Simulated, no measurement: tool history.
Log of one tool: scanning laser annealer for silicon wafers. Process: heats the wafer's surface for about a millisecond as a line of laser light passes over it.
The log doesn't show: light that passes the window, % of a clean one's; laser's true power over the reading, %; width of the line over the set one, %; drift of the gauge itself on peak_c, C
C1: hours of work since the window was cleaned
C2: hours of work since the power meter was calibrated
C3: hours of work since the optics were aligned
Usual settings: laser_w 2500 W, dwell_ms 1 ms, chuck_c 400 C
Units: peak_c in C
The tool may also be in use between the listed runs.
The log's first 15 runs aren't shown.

Run 16, hour 858.7: usual settings but dwell_ms 0.82 ms; C1 116; C2 2656; C3 1539. Result: peak_c 1081 C.
At hour 908.5: window over the wafer cleaned, once more.
Run 17, hour 912.8: usual settings but dwell_ms 0.89 ms; C1 3; C2 2694; C3 1577. Result: peak_c 1140 C.
Run 18, hour 973.5: usual settings but dwell_ms 0.89 ms; C1 48; C2 2739; C3 1622. Result: peak_c 1138 C.
Run 19, hour 1038.5: usual settings but dwell_ms 0.89 ms; C1 95; C2 2787; C3 1670. Result: peak_c 1135 C.
Run 20, hour 1070.3: usual settings but dwell_ms 0.89 ms; C1 119; C2 2810; C3 1693. Result: peak_c 1133 C.
Run 21, hour 1134.7: usual settings but laser_w 2301 W, dwell_ms 1.21 ms, chuck_c 425 C; C1 166; C2 2857; C3 1740. Result: peak_c 1191 C.
Run 22, hour 1171.8: usual settings but laser_w 2361 W, dwell_ms 0.85 ms, chuck_c 425 C; C1 193; C2 2885; C3 1768. Result: peak_c 1094 C.
At hour 1221.9: optics aligned, line set to its width.
Run 23, hour 1237.7: usual settings but dwell_ms 1.18 ms, chuck_c 438 C; C1 238; C2 2929; C3 12. Result: peak_c 1290 C.
Run 24, hour 1292.3: usual settings but dwell_ms 1.06 ms, chuck_c 416 C; C1 278; C2 2970; C3 52. Result: peak_c 1223 C.
Run 25, hour 1349.1: usual settings but laser_w 2400 W, dwell_ms 0.79 ms, chuck_c 389 C; C1 320; C2 3011; C3 93. Result: peak_c 1053 C.
Run 26, hour 1397.3: usual settings but laser_w 2722 W; C1 355; C2 3047; C3 129. Result: peak_c 1266 C.
Run 27, hour 1446: usual settings but laser_w 2357 W, chuck_c 410 C; C1 391; C2 3082; C3 165. Result: peak_c 1136 C.
Run 28, hour 1491.1: usual settings but laser_w 2615 W, dwell_ms 1.11 ms, chuck_c 416 C; C1 424; C2 3116; C3 198. Result: peak_c 1282 C.
Run 29, hour 1524.7: usual settings but laser_w 2246 W, dwell_ms 0.87 ms, chuck_c 372 C; C1 449; C2 3140; C3 222. Result: peak_c 1007 C.
Run 30, hour 1596.8: usual settings but laser_w 2246 W, dwell_ms 0.91 ms, chuck_c 379 C; C1 502; C2 3193; C3 275. Result: peak_c 1030 C.
Run 31, hour 1646.8: usual settings but laser_w 2646 W, dwell_ms 0.99 ms, chuck_c 408 C; C1 539; C2 3230; C3 312. Result: peak_c 1237 C.
Run 32, hour 1685.4: usual settings but laser_w 2646 W, dwell_ms 0.99 ms, chuck_c 395 C; C1 567; C2 3258; C3 340. Result: peak_c 1218 C.
Run 33, hour 1725: usual settings but chuck_c 422 C; C1 596; C2 3287; C3 370. Result: peak_c 1197 C.
Run 34, hour 1773.6: usual settings but chuck_c 422 C; C1 632; C2 3323; C3 405. Result: peak_c 1195 C.
Run 35, hour 1852.1: usual settings but laser_w 2503 W, dwell_ms 0.73 ms, chuck_c 397 C; C1 689; C2 3381; C3 463. Result: peak_c 1052 C.
Run 36, hour 1901.4: usual settings but laser_w 2503 W, dwell_ms 0.73 ms, chuck_c 397 C; C1 726; C2 3417; C3 499. Result: peak_c 1054 C.
Run 37, hour 1938.2: usual settings but laser_w 2503 W, dwell_ms 0.73 ms, chuck_c 397 C; C1 753; C2 3444; C3 526. Result: peak_c 1050 C.
At hour 1964.8: window over the wafer cleaned.
Run 38, hour 1972.2: usual settings but laser_w 2532 W; C1 5; C2 3467; C3 550. Result: peak_c 1207 C.
Run 39, hour 2018.6: usual settings but laser_w 2425 W, dwell_ms 0.97 ms, chuck_c 439 C; C1 40; C2 3502; C3 584. Result: peak_c 1192 C.
Run 40, hour 2064.8: usual settings but dwell_ms 1.1 ms, chuck_c 433 C; C1 74; C2 3536; C3 618. Result: peak_c 1261 C.

4 ways to go on from here, each from the tool as it stands after run 40. What would each give?
Run A, hour 2125.2: usual settings but dwell_ms 0.76 ms, chuck_c 364 C; C1 118; C2 3580; C3 662. Result: peak_c ?.
Run B, hour 2125.2: usual settings but laser_w 2587 W, dwell_ms 0.71 ms, chuck_c 385 C; C1 118; C2 3580; C3 662. Result: peak_c ?.
Run C, hour 2125.2: usual settings but laser_w 2363 W, dwell_ms 0.94 ms, chuck_c 412 C; C1 118; C2 3580; C3 662. Result: peak_c ?.
Run D, hour 2125.2: usual settings but laser_w 2466 W, dwell_ms 1.11 ms, chuck_c 415 C; C1 118; C2 3580; C3 662. Result: peak_c ?.

run  peak_c
  A    1054
  B    1082
  C    1126
  D    1230
Without the tool's hidden state the same runs would have given:
run  peak_c
  A    1047
  B    1075
  C    1119
  D    1222
